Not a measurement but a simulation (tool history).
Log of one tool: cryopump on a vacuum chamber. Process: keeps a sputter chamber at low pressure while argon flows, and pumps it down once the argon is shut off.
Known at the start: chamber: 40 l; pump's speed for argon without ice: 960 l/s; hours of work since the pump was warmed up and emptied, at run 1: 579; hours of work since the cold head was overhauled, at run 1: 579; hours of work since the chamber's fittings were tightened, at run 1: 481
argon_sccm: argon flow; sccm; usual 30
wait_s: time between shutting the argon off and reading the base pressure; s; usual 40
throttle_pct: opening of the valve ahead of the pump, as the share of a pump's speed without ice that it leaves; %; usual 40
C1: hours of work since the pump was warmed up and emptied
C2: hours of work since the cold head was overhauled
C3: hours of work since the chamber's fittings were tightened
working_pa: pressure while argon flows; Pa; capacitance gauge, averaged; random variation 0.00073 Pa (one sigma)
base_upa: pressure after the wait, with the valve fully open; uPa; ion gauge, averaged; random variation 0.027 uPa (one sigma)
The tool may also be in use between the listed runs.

Run 1, day 0.000: usual settings; C1 579; C2 579; C3 481. Result: working_pa 0.1493 Pa, base_upa 1.45 uPa.
Run 2, day 1.492: usual settings but argon_sccm 46 sccm; C1 596; C2 596; C3 498. Result: working_pa 0.2324 Pa, base_upa 1.46 uPa.
Run 3, day 3.412: usual settings but argon_sccm 28 sccm; C1 618; C2 618; C3 520. Result: working_pa 0.1413 Pa, base_upa 1.55 uPa.
Run 4, day 5.492: usual settings but throttle_pct 43 %; C1 642; C2 642; C3 544. Result: working_pa 0.1425 Pa, base_upa 1.53 uPa.
Run 5, day 7.667: usual settings but throttle_pct 43 %; C1 667; C2 667; C3 569. Result: working_pa 0.1447 Pa, base_upa 1.59 uPa.
Run 6, day 9.512: usual settings but argon_sccm 29 sccm; C1 689; C2 689; C3 590. Result: working_pa 0.1487 Pa, base_upa 1.57 uPa.
Run 7, day 11.492: usual settings but argon_sccm 29 sccm; C1 711; C2 711; C3 613. Result: working_pa 0.1511 Pa, base_upa 1.59 uPa.
Run 8, day 12.742: usual settings but argon_sccm 29 sccm; C1 726; C2 726; C3 627. Result: working_pa 0.1509 Pa, base_upa 1.63 uPa.
Run 9, day 14.821: usual settings but argon_sccm 29 sccm; C1 750; C2 750; C3 651. Result: working_pa 0.1522 Pa, base_upa 1.66 uPa.
At day 15.317: pump warmed up, emptied and cooled again.
Run 10, day 16.738: usual settings but argon_sccm 29 sccm; C1 16; C2 769; C3 671. Result: working_pa 0.1293 Pa, base_upa 1.42 uPa.
Run 11, day 19.217: usual settings but argon_sccm 29 sccm; C1 45; C2 798; C3 699. Result: working_pa 0.1285 Pa, base_upa 1.37 uPa.
Run 12, day 20.867: usual settings; C1 64; C2 817; C3 718. Result: working_pa 0.1336 Pa, base_upa 1.43 uPa.
Run 13, day 23.458: usual settings; C1 94; C2 847; C3 748. Result: working_pa 0.1351 Pa, base_upa 1.40 uPa.
Run 14, day 24.629: usual settings; C1 107; C2 860; C3 762. Result: working_pa 0.1342 Pa, base_upa 1.50 uPa.
Run 15, day 26.458: usual settings but argon_sccm 37 sccm; C1 128; C2 881; C3 783. Result: working_pa 0.1662 Pa, base_upa 1.45 uPa.
Run 16, day 27.867: usual settings but wait_s 27 s; C1 144; C2 897; C3 799. Result: working_pa 0.1363 Pa, base_upa 1.93 uPa.
Run 17, day 29.254: usual settings but wait_s 27 s; C1 160; C2 913; C3 815. Result: working_pa 0.1360 Pa, base_upa 1.93 uPa.
Run 18, day 31.842: usual settings but wait_s 289 s; C1 190; C2 943; C3 845. Result: working_pa 0.1377 Pa, base_upa 0.71 uPa.
Run 19, day 33.758: usual settings but wait_s 163 s, throttle_pct 31 %; C1 212; C2 965; C3 867. Result: working_pa 0.1761 Pa, base_upa 0.82 uPa.
Run 20, day 35.308: usual settings but wait_s 163 s, throttle_pct 31 %; C1 230; C2 983; C3 885. Result: working_pa 0.1758 Pa, base_upa 0.81 uPa.
Run 21, day 37.579: usual settings but wait_s 163 s, throttle_pct 31 %; C1 256; C2 1009; C3 911. Result: working_pa 0.1777 Pa, base_upa 0.89 uPa.
Run 22, day 39.029: usual settings but wait_s 48 s, throttle_pct 28 %; C1 273; C2 1026; C3 927. Result: working_pa 0.1968 Pa, base_upa 1.35 uPa.
Run 23, day 41.588: usual settings but argon_sccm 14 sccm, wait_s 198 s; C1 302; C2 1055; C3 957. Result: working_pa 0.0650 Pa, base_upa 0.85 uPa.
Run 24, day 42.742: usual settings but argon_sccm 14 sccm, wait_s 28 s, throttle_pct 36 %; C1 316; C2 1069; C3 970. Result: working_pa 0.0729 Pa, base_upa 1.98 uPa.
Run 25, day 44.512: usual settings but argon_sccm 14 sccm, wait_s 77 s, throttle_pct 17 %; C1 336; C2 1089; C3 990. Result: working_pa 0.1501 Pa, base_upa 1.12 uPa.
Run 26, day 46.688: usual settings but wait_s 27 s; C1 361; C2 1114; C3 1015. Result: working_pa 0.1430 Pa, base_upa 2.02 uPa.
Run 27, day 49.217: usual settings but argon_sccm 18 sccm, wait_s 27 s; C1 390; C2 1143; C3 1045. Result: working_pa 0.0859 Pa, base_upa 2.05 uPa.
Run 28, day 51.738: usual settings but argon_sccm 18 sccm, wait_s 27 s; C1 419; C2 1172; C3 1074. Result: working_pa 0.0871 Pa, base_upa 2.05 uPa.
Run 29, day 54.242: usual settings but argon_sccm 42 sccm, wait_s 85 s, throttle_pct 30 %; C1 448; C2 1201; C3 1102. Result: working_pa 0.2649 Pa, base_upa 1.14 uPa.
Run 30, day 56.733: usual settings but argon_sccm 42 sccm, wait_s 22 s, throttle_pct 26 %; C1 477; C2 1230; C3 1131. Result: working_pa 0.3034 Pa, base_upa 2.36 uPa.
Run 31, day 59.329: usual settings but argon_sccm 52 sccm, wait_s 203 s, throttle_pct 24 %; C1 506; C2 1260; C3 1161. Result: working_pa 0.4064 Pa, base_upa 0.99 uPa.
Run 32, day 61.746: usual settings but argon_sccm 52 sccm, wait_s 203 s, throttle_pct 24 %; C1 534; C2 1287; C3 1189. Result: working_pa 0.4095 Pa, base_upa 0.94 uPa.
Run 33, day 63.038: usual settings but argon_sccm 45 sccm, wait_s 131 s, throttle_pct 18 %; C1 549; C2 1302; C3 1204. Result: working_pa 0.4658 Pa, base_upa 1.06 uPa.
Run 34, day 64.467: usual settings but argon_sccm 14 sccm, wait_s 33 s; C1 566; C2 1319; C3 1220. Result: working_pa 0.0705 Pa, base_upa 1.87 uPa.

Forecast each of these 3 alternatives for the next run:
Run A, day 66.708: usual settings but wait_s 31 s; C1 591; C2 1344; C3 1246. Result: working_pa ?, base_upa ?.
Run B, day 66.708: usual settings but argon_sccm 20 sccm, wait_s 33 s, throttle_pct 20 %; C1 591; C2 1344; C3 1246. Result: working_pa ?, base_upa ?.
Run C, day 66.708: usual settings but argon_sccm 12 sccm; C1 591; C2 1344; C3 1246. Result: working_pa ?, base_upa ?.

run  working_pa  base_upa
  A      0.1518      2.05
  B      0.1885      1.92
  C      0.0600      1.70
Without the tool's hidden state the same runs would have given:
run  working_pa  base_upa
  A      0.1331      1.55
  B      0.1760      1.44
  C      0.0525      1.21
